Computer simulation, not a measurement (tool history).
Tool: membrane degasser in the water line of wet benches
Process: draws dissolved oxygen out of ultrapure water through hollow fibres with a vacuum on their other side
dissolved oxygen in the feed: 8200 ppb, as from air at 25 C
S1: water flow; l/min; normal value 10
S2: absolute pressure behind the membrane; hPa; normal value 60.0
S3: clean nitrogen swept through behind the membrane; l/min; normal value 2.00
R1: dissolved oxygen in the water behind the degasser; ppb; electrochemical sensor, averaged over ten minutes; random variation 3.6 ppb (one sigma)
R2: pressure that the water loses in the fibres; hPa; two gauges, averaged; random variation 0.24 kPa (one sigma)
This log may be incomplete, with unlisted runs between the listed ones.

run    hour  S1    S2    S3      R1     R2
  1     0.0  10  60.0  2.00   415.9  677.6
       42.9  -- seals of the vacuum lines changed
  2   246.2   9  60.0  2.00   323.5  607.5
  3   382.1   9  60.0  3.82   299.8  611.7
  4   603.2   9  60.0  3.82   303.1  610.0
  5   739.4  10  60.0  2.00   423.1  677.2
  6   918.8  10  60.0  1.26   440.1  671.6
  7  1049.6  10  60.0  1.26   442.6  678.2
  8  1175.3  14  54.8  1.26   871.7  948.7
  9  1446.3  12  66.5  0.85   696.5  817.5
 10  1718.8   9  60.0  3.37   315.6  616.4
 11  1861.2  14  97.9  0.90  1020.8  960.5
 12  2049.6  10  60.0  0.81   483.2  684.4
 13  2173.5  10  60.0  0.81   476.9  686.9
 14  2292.4  10  60.0  0.81   471.6  683.5

Hidden state or all else? Some run-to-run changes of R1, split into what the settings, what came in and random variation would give without the hidden state, and what is left for the hidden state (with any gauge scatter that isn't in both results):
The hidden state here: membrane still open, %; true pressure behind the membrane over the reading, kPa; air that leaks in behind the membrane, l/min; drift of the gauge itself on oxygen_ppb, %; drift of the gauge itself on loss_of_pressure_kpa, %.
Run 10 -> 11: S1 9 -> 14, S2 60.0 -> 97.9, S3 3.37 -> 0.90. R1 +705.2 ppb: hidden state +54.3, all else +650.9.

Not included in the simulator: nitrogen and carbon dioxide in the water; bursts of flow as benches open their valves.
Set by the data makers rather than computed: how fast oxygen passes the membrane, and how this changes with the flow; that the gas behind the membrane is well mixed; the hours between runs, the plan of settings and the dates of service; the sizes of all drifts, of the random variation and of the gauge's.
